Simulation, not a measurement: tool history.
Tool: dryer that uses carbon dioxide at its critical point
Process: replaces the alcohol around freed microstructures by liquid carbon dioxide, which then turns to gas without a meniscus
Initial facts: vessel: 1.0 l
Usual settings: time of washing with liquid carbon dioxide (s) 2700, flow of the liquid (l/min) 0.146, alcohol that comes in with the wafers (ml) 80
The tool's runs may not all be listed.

run	hour	time of washing with liquid carbon dioxide (s)	flow of the liquid (l/min)	alcohol that comes in with the wafers (ml)	alcohol left in the vessel before it's heated (ppm by volume)
1	0.0	2700	0.146	80	523
2	21.2	2700	0.146	80	523
3	42.6	2700	0.117	80	1330
4	82.7	2700	0.146	51	383
5	109.6	2700	0.146	51	381
6	136.5	2700	0.247	80	77
7	175.3	1680	0.146	80	3672
8	211.9	1680	0.146	80	3760
9	253.3	1680	0.146	80	3784
10	285.9	4200	0.146	80	97
11	310.8	4200	0.146	80	112
12	335.1	2700	0.146	109	933
13	372.4	2700	0.146	109	971
14	391.0	2700	0.146	109	961
15	422.6	2700	0.146	109	969
16	445.3	2700	0.146	109	1009
17	474.3	2700	0.146	80	790
18	501.6	2700	0.146	80	803
19	531.7	2700	0.146	80	805
20	554.0	2700	0.146	80	819
21	589.4	1860	0.146	80	3334
22	608.0	2700	0.146	62	695
23	631.8	2700	0.146	80	883
24	669.9	2280	0.090	41	3668
25	689.6	2700	0.126	97	1915
26	721.2	1980	0.098	49	5117
27	744.4	1980	0.098	49	5293
28	770.2	2280	0.205	29	244
29	799.0	2400	0.109	27	1411
# hour 821.0: inlet filter changed
30	834.1	2400	0.153	27	302
31	857.5	2400	0.153	27	318
32	899.8	2400	0.153	27	332
33	925.8	4140	0.105	55	288
34	949.1	2880	0.155	106	446
35	968.0	2880	0.155	106	444
36	985.5	2880	0.155	106	447
37	1023.7	2520	0.131	24	452
38	1045.9	2520	0.109	88	2730
39	1072.7	2520	0.109	88	2772
40	1110.5	2520	0.109	88	2839
41	1136.3	2700	0.146	47	452
42	1172.8	3780	0.234	22	100
43	1215.0	3780	0.234	28	114
44	1233.9	3780	0.234	28	102
45	1262.3	3780	0.234	28	101
46	1293.7	3780	0.234	28	110

Here are 5 independent what-if runs from the current tool condition. What would each one return?
A	1331.8	2880	0.191	105	?
B	1331.8	2700	0.144	80	?
C	1331.8	2520	0.146	80	?
D	1331.8	3780	0.093	76	?
E	1331.8	2700	0.243	80	?

run	alcohol left in the vessel before it's heated (ppm by volume)
A	270
B	874
C	1061
D	1135
E	141
Stripped of hidden state, with their random variation kept, the same runs would have yielded:
run	alcohol left in the vessel before it's heated (ppm by volume)
A	96
B	505
C	644
D	701
E	23
